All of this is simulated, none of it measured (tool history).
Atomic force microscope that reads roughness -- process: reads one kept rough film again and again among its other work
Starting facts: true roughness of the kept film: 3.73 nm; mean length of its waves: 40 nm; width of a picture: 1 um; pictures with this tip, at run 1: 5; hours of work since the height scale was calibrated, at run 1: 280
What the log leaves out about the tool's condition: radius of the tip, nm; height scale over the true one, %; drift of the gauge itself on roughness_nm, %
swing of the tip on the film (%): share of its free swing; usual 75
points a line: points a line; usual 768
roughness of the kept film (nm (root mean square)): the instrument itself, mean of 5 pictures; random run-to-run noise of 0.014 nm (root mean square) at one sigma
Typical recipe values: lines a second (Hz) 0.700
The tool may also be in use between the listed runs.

run,day,lines a second (Hz),swing of the tip on the film (%),points a line,pictures with this tip,hours of work since the height scale was calibrated,roughness of the kept film (nm (root mean square))
1,0.000,0.700,75,768,5,280,3.235
2,0.812,0.700,75,768,46,293,3.060
3,1.400,0.700,75,768,75,302,2.967
4,2.733,0.700,75,768,142,324,2.772
5,3.312,0.700,75,768,171,333,2.661
# day 3.825: new tip fitted
6,4.321,0.700,75,768,25,349,3.171
7,5.562,0.700,75,768,87,369,2.951
8,6.279,0.700,75,768,123,380,2.845
9,7.325,0.700,75,768,176,397,2.677
# day 7.746: new tip fitted
10,7.921,0.700,75,768,9,406,3.227
11,8.871,0.700,75,768,56,421,3.061
12,9.454,0.650,75,768,86,431,2.946
13,10.021,0.650,75,768,114,440,2.874
14,11.167,0.650,75,768,172,458,2.681
# day 11.658: new tip fitted
15,11.838,1.385,75,768,9,469,3.113
16,13.146,1.385,75,768,75,490,2.873
17,14.288,1.385,75,768,132,508,2.716
18,15.500,0.700,75,768,193,527,2.662
# day 15.638: new tip fitted
19,16.488,0.700,83,657,43,543,3.040
20,17.154,1.721,59,564,76,554,2.958
21,18.292,2.587,89,439,133,572,2.201
22,19.021,2.124,66,285,170,583,2.563
# day 19.571: new tip fitted
23,20.162,0.765,59,873,29,601,3.257
24,21.383,1.722,75,309,91,621,2.757
25,22.375,0.700,59,627,141,637,2.852
26,23.267,0.536,57,768,185,651,2.724
# day 23.454: new tip fitted
27,24.500,0.536,57,768,52,671,3.175
28,25.483,0.536,57,768,102,686,2.970
29,26.746,0.670,57,768,165,707,2.778
# day 27.371: new tip fitted
30,27.371,0.670,57,768,0,716,3.405
31,28.442,2.182,56,778,54,734,3.062
32,29.696,1.337,83,313,117,754,2.637
33,30.604,2.275,83,466,163,768,2.360
# day 31.250: new tip fitted
34,31.250,0.700,63,290,0,778,3.330
35,32.246,1.630,75,882,50,794,2.937
36,32.862,1.630,75,882,81,804,2.826

Results per run with the tool's hidden condition removed, run-to-run variation unchanged:
run,roughness of the kept film (nm (root mean square))
1,3.271
2,3.265
3,3.266
4,3.293
5,3.272
6,3.259
7,3.274
8,3.285
9,3.273
10,3.289
11,3.303
12,3.288
13,3.304
14,3.288
15,3.143
16,3.147
17,3.166
18,3.281
19,3.228
20,3.279
21,2.609
22,3.159
23,3.358
24,3.070
25,3.364
26,3.369
27,3.381
28,3.343
29,3.350
30,3.396
31,3.257
32,3.035
33,2.848
34,3.321
35,3.116
36,3.104

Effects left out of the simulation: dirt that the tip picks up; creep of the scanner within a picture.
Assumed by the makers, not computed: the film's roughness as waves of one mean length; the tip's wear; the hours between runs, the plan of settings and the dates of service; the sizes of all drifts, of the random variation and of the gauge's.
